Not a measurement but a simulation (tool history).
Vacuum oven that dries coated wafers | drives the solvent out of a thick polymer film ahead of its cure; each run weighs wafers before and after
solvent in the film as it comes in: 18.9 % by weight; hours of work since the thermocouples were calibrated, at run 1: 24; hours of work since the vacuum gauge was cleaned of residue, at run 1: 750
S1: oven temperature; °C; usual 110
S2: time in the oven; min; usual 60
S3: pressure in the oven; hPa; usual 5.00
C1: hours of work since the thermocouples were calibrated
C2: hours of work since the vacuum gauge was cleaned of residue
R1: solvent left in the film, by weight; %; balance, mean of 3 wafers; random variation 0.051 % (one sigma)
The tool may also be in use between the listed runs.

run	hour	S1	S2	S3	C1	C2	R1
1	0.0	110	60	5.00	24	750	0.88
2	25.4	110	60	5.00	44	770	0.86
3	50.3	98	60	5.00	64	790	3.08
4	74.8	98	60	5.00	84	809	3.11
5	92.9	98	60	5.00	98	824	3.12
6	114.9	98	60	5.00	116	841	3.07
7	127.2	98	60	5.00	125	851	3.10
8	142.2	98	60	5.00	137	863	3.08
9	158.2	98	60	5.00	150	876	3.17
# hour 162.2: oven's thermocouples calibrated
10	187.9	98	60	5.00	20	898	3.34
11	217.1	110	60	5.00	44	921	0.94
12	238.7	110	60	5.00	61	938	0.89
13	262.9	110	60	5.00	80	957	0.92
14	279.7	123	60	5.00	93	971	0.21
15	309.5	123	60	5.00	117	994	0.26
# hour 316.1: oven's thermocouples calibrated, once more
16	329.8	123	39	5.00	11	1009	0.48
17	345.2	123	39	11.22	23	1021	0.62
18	370.7	123	39	11.22	43	1042	0.61
19	397.6	123	39	11.22	65	1063	0.65
20	410.3	110	60	4.60	75	1073	0.88
21	425.2	122	95	7.76	87	1085	0.22
22	441.5	122	95	7.76	100	1098	0.23
23	467.0	110	39	10.19	120	1118	2.49
24	487.8	121	60	5.00	137	1135	0.34

Hidden state or all else? Some run-to-run changes of R1, split into what the settings, what came in and random variation would give without the hidden state, and what is left for the hidden state (with any gauge scatter that isn't in both results):
The hidden state here: true wafer temperature over the reading, C; true pressure over the reading, kPa; drift of the gauge itself on solvent_pct, %.
Run 10 -> 11: S1 98 -> 110. R1 -2.40 %: hidden state -0.15, all else -2.25.
Run 13 -> 14: S1 110 -> 123. R1 -0.71 %: hidden state -0.12, all else -0.59.
Run 22 -> 23: S1 122 -> 110, S2 95 -> 39, S3 7.76 -> 10.19. R1 +2.26 %: hidden state +0.10, all else +2.16.
